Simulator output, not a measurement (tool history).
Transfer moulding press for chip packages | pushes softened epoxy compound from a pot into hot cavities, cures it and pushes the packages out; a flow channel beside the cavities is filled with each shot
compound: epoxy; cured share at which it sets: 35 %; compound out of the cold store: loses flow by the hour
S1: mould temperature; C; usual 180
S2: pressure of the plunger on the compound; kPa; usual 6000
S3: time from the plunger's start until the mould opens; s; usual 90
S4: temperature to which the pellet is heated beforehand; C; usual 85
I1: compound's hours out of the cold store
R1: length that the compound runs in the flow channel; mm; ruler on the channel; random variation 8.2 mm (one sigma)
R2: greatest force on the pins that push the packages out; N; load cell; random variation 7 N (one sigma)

run   hour   S1    S2   S3  S4    I1   R1   R2
  1      0  180  6000   90  85  37.6  897  521
  2   12.1  180  6000   90  88  21.7  941  284
  3     23  180  6000   90  88  34.4  905  345
  4   29.3  180  6000   90  88  23.2  937  350
  5   42.5  180  6000   90  88  46.1  882  382
  6     48  180  6000   90  88  22.1  938  420
  7   59.5  180  6000   90  88  15.4  965  439
  8     66  180  6000  125  85  11.1  977  396
  9   78.4  180  6000  125  85  26.7  918  401
 10   89.2  180  6000  125  85  23.8  932  432
 11     97  180  6000  125  85    18  959  438
 12  105.9  180  6000  125  85  46.8  865  447
 13  120.2  180  6000  125  85    15  959  294
 14  129.5  180  6000  125  85  18.5  950  318
 15  142.6  176  6000   90  85  33.6  917  467
 16  148.9  176  6000   90  85  42.6  888  473
 17  158.9  176  6000   90  85   9.6  994  545
 18  170.7  176  6800   90  91  36.2  957  543
 19  181.1  174  6000  100  89  29.7  913  516
 20  194.3  174  6000  100  89  41.1  878  539
 21  207.3  174  5200  128  83  16.4  905  264
 22  219.2  174  5200  128  83    38  829  309
 23  229.7  180  6000   90  90  39.1  868  382
 24  238.2  175  6000   90  78  38.4  907  485
 25  245.7  178  6000   70  85  33.7  897  751
 26  258.7  178  6000   70  85  27.5  922  841
 27  264.8  178  6000   70  85    19  941  879
 28  276.3  178  5810   70  85  11.8  929  956

Taken out of this log: 5 entries between the listed runs. Where each belongs, and how the hidden state differs across it:
Between runs 1 and 2: cavities cleaned with cleaning compound and waxed (hour 12.1)
  true mould temperature over the reading, C: 0.08 -> 0.09; pressure that reaches the compound, % of what is set: 94.98 -> 94.72; grip of the stained cavities, % over clean ones': 75.4 -> 1
  measured less the result without the state, R1: -23 -> -26 mm; R2: +221 -> +2 N
Between runs 12 and 13: cavities cleaned with cleaning compound and waxed (hour 108.5)
  pressure that reaches the compound, % of what is set: 92.49 -> 92.19; grip of the stained cavities, % over clean ones': 80.5 -> 18
  measured less the result without the state, R1: -35 -> -41 mm; R2: +200 -> +45 N
Between runs 20 and 21: mould's thermocouples calibrated (hour 197.2); cavities cleaned with cleaning compound and waxed (hour 206.4)
  true mould temperature over the reading, C: 0.2 -> 0.31; pressure that reaches the compound, % of what is set: 90.51 -> 90.28; grip of the stained cavities, % over clean ones': 77.8 -> 0.9
  measured less the result without the state, R1: -45 -> -49 mm; R2: +232 -> +2 N
Between runs 25 and 26: mould's thermocouples calibrated, once more (hour 256.4)
  true mould temperature over the reading, C: 0.33 -> -0.04; pressure that reaches the compound, % of what is set: 89.4 -> 89.14; grip of the stained cavities, % over clean ones': 45.7 -> 54.7
  measured less the result without the state, R1: -53 -> -55 mm; R2: +226 -> +299 N
